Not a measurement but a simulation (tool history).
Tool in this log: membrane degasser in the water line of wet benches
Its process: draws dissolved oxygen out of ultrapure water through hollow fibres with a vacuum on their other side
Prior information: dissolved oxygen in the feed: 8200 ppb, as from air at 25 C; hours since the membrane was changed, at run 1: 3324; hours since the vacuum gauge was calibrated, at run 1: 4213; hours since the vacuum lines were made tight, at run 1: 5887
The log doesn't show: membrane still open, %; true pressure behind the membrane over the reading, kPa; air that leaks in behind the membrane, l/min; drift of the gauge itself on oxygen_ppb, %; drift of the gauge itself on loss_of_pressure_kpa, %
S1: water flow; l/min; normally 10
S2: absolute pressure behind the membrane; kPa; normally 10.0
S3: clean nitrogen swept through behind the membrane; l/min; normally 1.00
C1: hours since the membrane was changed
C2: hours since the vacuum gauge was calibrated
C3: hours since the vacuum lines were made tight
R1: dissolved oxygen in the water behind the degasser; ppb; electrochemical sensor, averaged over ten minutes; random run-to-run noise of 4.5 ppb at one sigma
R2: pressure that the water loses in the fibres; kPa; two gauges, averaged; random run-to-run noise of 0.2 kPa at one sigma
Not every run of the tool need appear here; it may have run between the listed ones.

run,day,S1,S2,S3,C1,C2,C3,R1,R2
1,0.000,10,10.0,1.00,3324,4213,5887,478.4,46.98
2,8.729,10,10.0,1.00,3533,4422,6097,480.7,47.29
# day 16.100: seals of the vacuum lines changed
3,17.683,10,6.4,1.00,3746,4635,38,404.9,47.53
4,25.388,10,6.4,1.00,3931,4820,223,404.5,47.36
5,36.608,10,6.4,1.00,4200,5089,492,416.8,47.08
6,43.958,10,10.0,1.00,4377,5266,669,484.4,47.67
7,50.504,10,10.0,1.00,4534,5423,826,490.3,47.51
8,56.492,10,10.0,1.00,4677,5566,969,485.0,47.34
9,67.250,10,10.0,1.00,4936,5825,1228,494.4,47.48
10,73.425,10,10.0,1.00,5084,5973,1376,494.5,47.62
11,81.879,10,10.0,1.00,5287,6176,1579,490.2,47.86
12,90.588,10,7.1,1.00,5496,6385,1788,441.3,48.07
13,102.083,10,7.1,1.00,5772,6661,2064,437.8,47.94
14,107.304,10,20.6,1.00,5897,6786,2189,718.0,47.40
15,118.842,10,20.6,1.00,6174,7063,2466,722.7,47.98
# day 122.362: vacuum gauge calibrated
16,123.975,10,8.9,1.00,6297,39,2588,483.1,48.23
17,135.071,10,8.9,1.00,6563,305,2855,489.8,48.37
# day 140.896: vacuum gauge calibrated, once more
18,140.896,14,12.6,0.90,6702,0,2994,1013.9,67.39
19,152.992,14,12.6,0.90,6993,290,3284,1008.1,67.91

Run 20, settings as shown, results not yet in. Your forecast:
20,159.421,16,12.6,0.43,7147,445,3439,?,?

{"run 20": {"R1": 1493.6, "R2": 77.43}}
Minus the tool's unlogged condition, the same run would have read R1 1409.8 ppb, R2 73.87 kPa.
